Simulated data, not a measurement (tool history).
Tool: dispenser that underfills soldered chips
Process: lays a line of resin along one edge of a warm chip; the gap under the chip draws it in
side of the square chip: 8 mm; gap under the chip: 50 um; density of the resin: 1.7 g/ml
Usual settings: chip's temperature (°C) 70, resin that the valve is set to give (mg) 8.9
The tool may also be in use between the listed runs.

run   hour  chip's temperature (°C)  resin that the valve is set to give (mg)  time until the resin shows at the far edge (s)  resin that the valve gave (mg)
  1      0                       70                                       8.9                                              40                             8.1
       6.5  -- new syringe of resin
      10.5  -- dispensing valve cleaned and set on the balance
  2   10.8                       70                                       8.9                                            33.6                            8.87
      21.7  -- new syringe of resin
  3   22.9                       70                                       8.9                                            30.2                            8.79
  4   29.5                       76                                       8.9                                            30.8                            8.79
      35.7  -- new syringe of resin
  5   40.3                       70                                       8.9                                            35.4                            8.67
      49.8  -- new syringe of resin
  6   49.8                       70                                       8.9                                            28.7                            8.66
  7   57.2                       70                                       8.9                                              39                            8.67
      63.6  -- new syringe of resin
  8   64.2                       70                                       8.9                                            29.2                             8.7
  9   71.7                       70                                       8.9                                            39.7                            8.59
      77.5  -- new syringe of resin
 10   81.6                       70                                       8.9                                            34.1                             8.6
      91.4  -- new syringe of resin
 11   92.7                       70                                       8.9                                              30                            8.53
 12     98                       65                                      9.24                                            47.1                            8.92
     105.3  -- new syringe of resin
 13  106.9                       66                                      8.36                                            36.7                             7.8
 14  114.6                       61                                     11.04                                            57.2                           10.39
     119.1  -- new syringe of resin
 15  125.8                       84                                     11.26                                            22.3                           10.63
     133.7  -- new syringe of resin
 16  136.9                       60                                     10.54                                              49                             9.9
 17  146.3                       64                                      8.12                                            63.7                            7.55
     147.6  -- new syringe of resin
 18  156.6                       75                                     10.86                                            35.1                           10.21
     161.6  -- new syringe of resin
 19    165                       71                                      8.47                                            30.8                            7.81
     176.3  -- new syringe of resin
 20  176.9                       71                                      8.19                                            28.3                            7.57
 21  188.9                       71                                      8.19                                              48                            7.51
     190.7  -- new syringe of resin
 22  201.8                       78                                      7.89                                            35.3                            7.04

Forecast each of these 5 alternatives for the next run:
     204.9  -- new syringe of resin
  A  208.5                       61                                      9.73                                               ?                               ?
     204.9  -- new syringe of resin
  B  208.5                       62                                     11.21                                               ?                               ?
     204.9  -- new syringe of resin
  C  208.5                       78                                     10.01                                               ?                               ?
     204.9  -- new syringe of resin
  D  208.5                       74                                      8.15                                               ?                               ?
     204.9  -- new syringe of resin
  E  208.5                       78                                      7.89                                               ?                               ?

run  time until the resin shows at the far edge (s)  resin that the valve gave (mg)
  A                                            47.8                            8.76
  B                                            45.7                           10.24
  C                                            24.2                            8.96
  D                                            29.8                            7.41
  E                                            26.1                            7.11
Without the tool's hidden state the same runs would have given:
run  time until the resin shows at the far edge (s)  resin that the valve gave (mg)
  A                                            41.4                            9.72
  B                                            39.9                           11.35
  C                                              21                            9.94
  D                                            25.5                            8.22
  E                                            22.2                            7.88
